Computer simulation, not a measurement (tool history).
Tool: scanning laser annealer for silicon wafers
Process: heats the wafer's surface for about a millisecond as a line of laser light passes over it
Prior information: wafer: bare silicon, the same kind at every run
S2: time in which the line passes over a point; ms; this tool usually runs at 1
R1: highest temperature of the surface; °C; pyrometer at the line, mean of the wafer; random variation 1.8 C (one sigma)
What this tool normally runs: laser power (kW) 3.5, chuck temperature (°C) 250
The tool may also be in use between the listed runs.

run 1 hour=0 | laser_power_(kW)=3.5 S2=1 chuck_temperature_(°C)=250 | R1=949
run 2 hour=12 | laser_power_(kW)=3.5 S2=1 chuck_temperature_(°C)=250 | R1=946
run 3 hour=27.1 | laser_power_(kW)=3.5 S2=1 chuck_temperature_(°C)=250 | R1=945
run 4 hour=37.3 | laser_power_(kW)=3.5 S2=1 chuck_temperature_(°C)=262 | R1=961
run 5 hour=46.5 | laser_power_(kW)=3.5 S2=1 chuck_temperature_(°C)=250 | R1=945
run 6 hour=57.7 | laser_power_(kW)=3.268 S2=1 chuck_temperature_(°C)=250 | R1=895
run 7 hour=73.5 | laser_power_(kW)=3.268 S2=1 chuck_temperature_(°C)=250 | R1=891
run 8 hour=92.3 | laser_power_(kW)=3.268 S2=1 chuck_temperature_(°C)=250 | R1=891
run 9 hour=105.8 | laser_power_(kW)=3.5 S2=1 chuck_temperature_(°C)=250 | R1=944
run 10 hour=124.7 | laser_power_(kW)=3.5 S2=1 chuck_temperature_(°C)=250 | R1=942
run 11 hour=141.5 | laser_power_(kW)=3.5 S2=1 chuck_temperature_(°C)=250 | R1=945
run 12 hour=151.7 | laser_power_(kW)=3.5 S2=1 chuck_temperature_(°C)=250 | R1=945
run 13 hour=170.8 | laser_power_(kW)=2.991 S2=1 chuck_temperature_(°C)=250 | R1=831
run 14 hour=188.8 | laser_power_(kW)=3.313 S2=1 chuck_temperature_(°C)=250 | R1=901
run 15 hour=198.6 | laser_power_(kW)=3.313 S2=1 chuck_temperature_(°C)=250 | R1=901
run 16 hour=218.1 | laser_power_(kW)=3.313 S2=1 chuck_temperature_(°C)=250 | R1=899
run 17 hour=234.8 | laser_power_(kW)=3.313 S2=1 chuck_temperature_(°C)=250 | R1=900
run 18 hour=251.2 | laser_power_(kW)=3.313 S2=1 chuck_temperature_(°C)=250 | R1=899
run 19 hour=262.1 | laser_power_(kW)=3.313 S2=1 chuck_temperature_(°C)=250 | R1=900
run 20 hour=276.2 | laser_power_(kW)=3.313 S2=1 chuck_temperature_(°C)=250 | R1=896
run 21 hour=286.1 | laser_power_(kW)=3.155 S2=0.93 chuck_temperature_(°C)=279 | R1=870
run 22 hour=302.5 | laser_power_(kW)=3.155 S2=0.93 chuck_temperature_(°C)=229 | R1=817
run 23 hour=316.7 | laser_power_(kW)=2.99 S2=0.97 chuck_temperature_(°C)=212 | R1=779
-- hour=323 window over the wafer cleaned
run 24 hour=334.3 | laser_power_(kW)=2.99 S2=0.97 chuck_temperature_(°C)=212 | R1=793
run 25 hour=346.2 | laser_power_(kW)=3.446 S2=0.99 chuck_temperature_(°C)=212 | R1=900
run 26 hour=356.4 | laser_power_(kW)=3.446 S2=0.99 chuck_temperature_(°C)=212 | R1=900
run 27 hour=365.9 | laser_power_(kW)=3.327 S2=1 chuck_temperature_(°C)=250 | R1=913
run 28 hour=377.6 | laser_power_(kW)=3.396 S2=1 chuck_temperature_(°C)=227 | R1=908
run 29 hour=389.6 | laser_power_(kW)=3.744 S2=1 chuck_temperature_(°C)=213 | R1=974
run 30 hour=409 | laser_power_(kW)=3.1 S2=1.22 chuck_temperature_(°C)=213 | R1=887
run 31 hour=426.8 | laser_power_(kW)=3.1 S2=1.22 chuck_temperature_(°C)=213 | R1=892
run 32 hour=440.3 | laser_power_(kW)=3.779 S2=1 chuck_temperature_(°C)=213 | R1=980
run 33 hour=451 | laser_power_(kW)=3.351 S2=0.88 chuck_temperature_(°C)=287 | R1=912
run 34 hour=466.4 | laser_power_(kW)=3.351 S2=0.88 chuck_temperature_(°C)=287 | R1=912
run 35 hour=475.9 | laser_power_(kW)=3.274 S2=1 chuck_temperature_(°C)=241 | R1=888
run 36 hour=494.7 | laser_power_(kW)=3.516 S2=0.71 chuck_temperature_(°C)=259 | R1=850
run 37 hour=507.6 | laser_power_(kW)=3.681 S2=1 chuck_temperature_(°C)=287 | R1=1029
run 38 hour=519.4 | laser_power_(kW)=3.681 S2=1 chuck_temperature_(°C)=287 | R1=1032
run 39 hour=530 | laser_power_(kW)=3.046 S2=0.8 chuck_temperature_(°C)=273 | R1=802

The same runs without the tool's hidden state, with the same run-to-run variation:
The hidden state here: light that passes the window, % of a clean one's; laser's true power over the reading, %; width of the line over the set one, %; drift of the gauge itself on peak_c, C.
run=1 R1=962
run=2 R1=959
run=3 R1=959
run=4 R1=975
run=5 R1=959
run=6 R1=908
run=7 R1=905
run=8 R1=905
run=9 R1=960
run=10 R1=958
run=11 R1=962
run=12 R1=962
run=13 R1=845
run=14 R1=918
run=15 R1=918
run=16 R1=917
run=17 R1=918
run=18 R1=918
run=19 R1=919
run=20 R1=915
run=21 R1=888
run=22 R1=836
run=23 R1=797
run=24 R1=798
run=25 R1=906
run=26 R1=906
run=27 R1=920
run=28 R1=916
run=29 R1=983
run=30 R1=895
run=31 R1=901
run=32 R1=990
run=33 R1=920
run=34 R1=921
run=35 R1=897
run=36 R1=859
run=37 R1=1040
run=38 R1=1044
run=39 R1=811

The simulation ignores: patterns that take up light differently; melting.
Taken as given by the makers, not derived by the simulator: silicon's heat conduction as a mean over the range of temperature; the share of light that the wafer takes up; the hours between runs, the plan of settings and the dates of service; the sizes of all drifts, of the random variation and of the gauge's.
